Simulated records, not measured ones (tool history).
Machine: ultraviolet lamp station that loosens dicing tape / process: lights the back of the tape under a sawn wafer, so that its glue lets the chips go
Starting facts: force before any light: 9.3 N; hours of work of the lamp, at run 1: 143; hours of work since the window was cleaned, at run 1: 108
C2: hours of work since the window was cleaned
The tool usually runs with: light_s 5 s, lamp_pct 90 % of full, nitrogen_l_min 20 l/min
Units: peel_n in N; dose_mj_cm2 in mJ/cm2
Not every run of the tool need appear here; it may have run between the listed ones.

Run 1, hour 0: usual settings; hours of work of the lamp 143; C2 108. Result: peel_n 0.197 N, dose_mj_cm2 572 mJ/cm2.
Run 2, hour 9.6: usual settings but light_s 3 s; hours of work of the lamp 149; C2 114. Result: peel_n 0.558 N, dose_mj_cm2 343 mJ/cm2.
Run 3, hour 22.5: usual settings; hours of work of the lamp 158; C2 122. Result: peel_n 0.194 N, dose_mj_cm2 572 mJ/cm2.
Run 4, hour 31.6: usual settings; hours of work of the lamp 163; C2 128. Result: peel_n 0.196 N, dose_mj_cm2 563 mJ/cm2.
Run 5, hour 38.7: usual settings; hours of work of the lamp 168; C2 132. Result: peel_n 0.199 N, dose_mj_cm2 567 mJ/cm2.
Run 6, hour 48.8: usual settings; hours of work of the lamp 174; C2 139. Result: peel_n 0.203 N, dose_mj_cm2 567 mJ/cm2.
Run 7, hour 61: usual settings; hours of work of the lamp 182; C2 146. Result: peel_n 0.21 N, dose_mj_cm2 555 mJ/cm2.
Run 8, hour 69.2: usual settings; hours of work of the lamp 187; C2 151. Result: peel_n 0.211 N, dose_mj_cm2 557 mJ/cm2.
Run 9, hour 78.1: usual settings but lamp_pct 75 % of full; hours of work of the lamp 192; C2 157. Result: peel_n 0.274 N, dose_mj_cm2 470 mJ/cm2.
Run 10, hour 89.1: usual settings but lamp_pct 75 % of full; hours of work of the lamp 199; C2 164. Result: peel_n 0.274 N, dose_mj_cm2 468 mJ/cm2.
Run 11, hour 101.4: usual settings but lamp_pct 75 % of full; hours of work of the lamp 207; C2 172. Result: peel_n 0.284 N, dose_mj_cm2 465 mJ/cm2.
Run 12, hour 109.4: usual settings but lamp_pct 75 % of full; hours of work of the lamp 212; C2 177. Result: peel_n 0.286 N, dose_mj_cm2 465 mJ/cm2.
Run 13, hour 116.6: usual settings but lamp_pct 75 % of full; hours of work of the lamp 217; C2 181. Result: peel_n 0.275 N, dose_mj_cm2 463 mJ/cm2.
Run 14, hour 124.8: usual settings but lamp_pct 75 % of full, nitrogen_l_min 9 l/min; hours of work of the lamp 222; C2 186. Result: peel_n 0.587 N, dose_mj_cm2 462 mJ/cm2.
Run 15, hour 141.6: usual settings but light_s 3 s, lamp_pct 75 % of full, nitrogen_l_min 19 l/min; hours of work of the lamp 232; C2 197. Result: peel_n 0.918 N, dose_mj_cm2 279 mJ/cm2.
Run 16, hour 153.6: usual settings but light_s 3 s, lamp_pct 75 % of full, nitrogen_l_min 7 l/min; hours of work of the lamp 240; C2 204. Result: peel_n 1.895 N, dose_mj_cm2 278 mJ/cm2.
Run 17, hour 164: usual settings but light_s 6 s, lamp_pct 73 % of full, nitrogen_l_min 19 l/min; hours of work of the lamp 246; C2 211. Result: peel_n 0.226 N, dose_mj_cm2 533 mJ/cm2.
Run 18, hour 172.6: usual settings but light_s 8 s, lamp_pct 74 % of full, nitrogen_l_min 28 l/min; hours of work of the lamp 252; C2 216. Result: peel_n 0.172 N, dose_mj_cm2 715 mJ/cm2.
Run 19, hour 181.6: usual settings but light_s 8 s, lamp_pct 74 % of full, nitrogen_l_min 28 l/min; hours of work of the lamp 257; C2 222. Result: peel_n 0.149 N, dose_mj_cm2 716 mJ/cm2.
Run 20, hour 191.5: usual settings but light_s 3 s, lamp_pct 61 % of full, nitrogen_l_min 8 l/min; hours of work of the lamp 264; C2 228. Result: peel_n 2.465 N, dose_mj_cm2 222 mJ/cm2.
Run 21, hour 202.2: usual settings but lamp_pct 84 % of full; hours of work of the lamp 270; C2 235. Result: peel_n 0.242 N, dose_mj_cm2 504 mJ/cm2.
Run 22, hour 215.3: usual settings but lamp_pct 94 % of full, nitrogen_l_min 14 l/min; hours of work of the lamp 279; C2 243. Result: peel_n 0.256 N, dose_mj_cm2 563 mJ/cm2.
Run 23, hour 226.5: usual settings but lamp_pct 94 % of full, nitrogen_l_min 14 l/min; hours of work of the lamp 286; C2 250. Result: peel_n 0.246 N, dose_mj_cm2 560 mJ/cm2.
Run 24, hour 239.7: usual settings but lamp_pct 60 % of full, nitrogen_l_min 17 l/min; hours of work of the lamp 294; C2 259. Result: peel_n 0.585 N, dose_mj_cm2 355 mJ/cm2.

What if the next run were any one of these 4? Each begins from the tool's condition after run 24:
Run A, hour 249.8: usual settings but light_s 6 s, nitrogen_l_min 19 l/min; hours of work of the lamp 300; C2 265. Result: peel_n ?, dose_mj_cm2 ?.
Run B, hour 249.8: usual settings but light_s 3 s, nitrogen_l_min 8 l/min; hours of work of the lamp 300; C2 265. Result: peel_n ?, dose_mj_cm2 ?.
Run C, hour 249.8: usual settings but light_s 10 s, lamp_pct 84 % of full, nitrogen_l_min 31 l/min; hours of work of the lamp 300; C2 265. Result: peel_n ?, dose_mj_cm2 ?.
Run D, hour 249.8: usual settings but light_s 4 s, lamp_pct 66 % of full, nitrogen_l_min 17 l/min; hours of work of the lamp 300; C2 265. Result: peel_n ?, dose_mj_cm2 ?.

run  peel_n  dose_mj_cm2
  A   0.171          643
  B   1.359          324
  C   0.152          989
  D   0.771          312
Had the tool no hidden state, the same runs would have come out as:
run  peel_n  dose_mj_cm2
  A   0.155          735
  B   1.053          370
  C   0.152         1132
  D   0.575          357
